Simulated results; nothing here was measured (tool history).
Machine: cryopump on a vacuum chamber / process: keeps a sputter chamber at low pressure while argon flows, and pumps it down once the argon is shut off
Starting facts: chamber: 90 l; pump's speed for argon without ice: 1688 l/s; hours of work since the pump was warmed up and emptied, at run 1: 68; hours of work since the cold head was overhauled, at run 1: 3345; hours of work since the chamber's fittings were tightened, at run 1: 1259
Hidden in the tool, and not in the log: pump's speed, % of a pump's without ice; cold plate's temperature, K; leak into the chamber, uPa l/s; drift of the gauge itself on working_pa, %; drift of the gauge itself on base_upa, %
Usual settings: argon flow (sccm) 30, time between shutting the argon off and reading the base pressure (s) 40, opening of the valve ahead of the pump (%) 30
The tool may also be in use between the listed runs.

run,hour,argon flow (sccm),time between shutting the argon off and reading the base pressure (s),opening of the valve ahead of the pump (%),hours of work since the pump was warmed up and emptied,hours of work since the cold head was overhauled,hours of work since the chamber's fittings were tightened,pressure while argon flows (Pa),pressure after the wait (uPa)
1,0,30,40,30,68,3345,1259,0.1016,2.16
2,79.4,30,40,30,132,3409,1322,0.1028,2.17
# hour 99.1: leaking fittings of the chamber tightened, without venting
3,148,30,40,30,185,3462,39,0.1042,1.32
4,206.6,30,40,30,232,3509,86,0.1046,1.32
5,300.4,30,40,30,307,3584,161,0.106,1.39
6,407.7,30,90,30,393,3670,247,0.108,0.92
# hour 459.1: pump warmed up, emptied and cooled again
7,462.6,30,90,30,3,3710,287,0.1008,0.85
8,545.7,30,90,30,69,3777,353,0.1031,0.91
9,616.1,30,90,30,126,3833,410,0.1019,0.97
10,702.1,30,40,30,195,3902,479,0.103,1.57
11,787.3,30,40,30,263,3970,547,0.1066,1.68
12,897.1,30,40,30,351,4058,635,0.1077,1.75
# hour 1002.7: pump warmed up, emptied and cooled again
13,1002.7,30,40,30,0,4138,715,0.1016,1.7
14,1086.7,30,40,30,67,4206,783,0.1019,1.74
15,1184.8,30,40,30,146,4284,861,0.1022,1.91
16,1252.5,30,40,30,200,4338,915,0.1042,1.97
17,1347.9,30,40,19,276,4415,992,0.1647,2.05
18,1454.3,30,40,19,361,4500,1077,0.1656,2.2
19,1524.8,25,40,17,418,4556,1133,0.1533,2.18
# hour 1547: pump warmed up, emptied and cooled again
20,1576.8,30,48,43,24,4594,1171,0.0707,1.91
21,1660.7,30,74,30,91,4661,1238,0.1018,1.68
22,1722.9,15,43,22,141,4711,1288,0.0689,2.16
# hour 1782: leaking fittings of the chamber tightened, without venting
23,1796.8,23,43,21,198,4768,12,0.1117,1.2
24,1845,23,43,21,237,4807,50,0.1131,1.22
25,1897.3,32,32,18,279,4849,92,0.1831,1.55
26,1968.8,17,209,21,336,4906,150,0.0856,0.61
27,2070.8,30,79,28,418,4988,231,0.115,1.01
# hour 2092.7: pump warmed up, emptied and cooled again
28,2149.3,44,265,47,45,5046,290,0.0963,0.53
29,2246.9,44,104,29,123,5125,368,0.1563,0.88
30,2353.7,19,30,20,209,5210,454,0.0976,1.97
31,2424.7,15,85,51,266,5267,510,0.0324,1.1
32,2528.9,29,27,24,349,5350,594,0.1272,2.29

Below are 3 alternative next runs, each starting from the tool's condition after run 32. Predict each:
A,2603.1,49,27,17,409,5410,653,?,?
B,2603.1,30,274,30,409,5410,653,?,?
C,2603.1,58,63,30,409,5410,653,?,?

run,pressure while argon flows (Pa),pressure after the wait (uPa)
A,0.3003,2.37
B,0.1079,0.97
C,0.2088,1.48
What these runs would have given with no unlogged condition in the tool:
run,pressure while argon flows (Pa),pressure after the wait (uPa)
A,0.2878,1.7
B,0.1003,0.31
C,0.1941,0.82

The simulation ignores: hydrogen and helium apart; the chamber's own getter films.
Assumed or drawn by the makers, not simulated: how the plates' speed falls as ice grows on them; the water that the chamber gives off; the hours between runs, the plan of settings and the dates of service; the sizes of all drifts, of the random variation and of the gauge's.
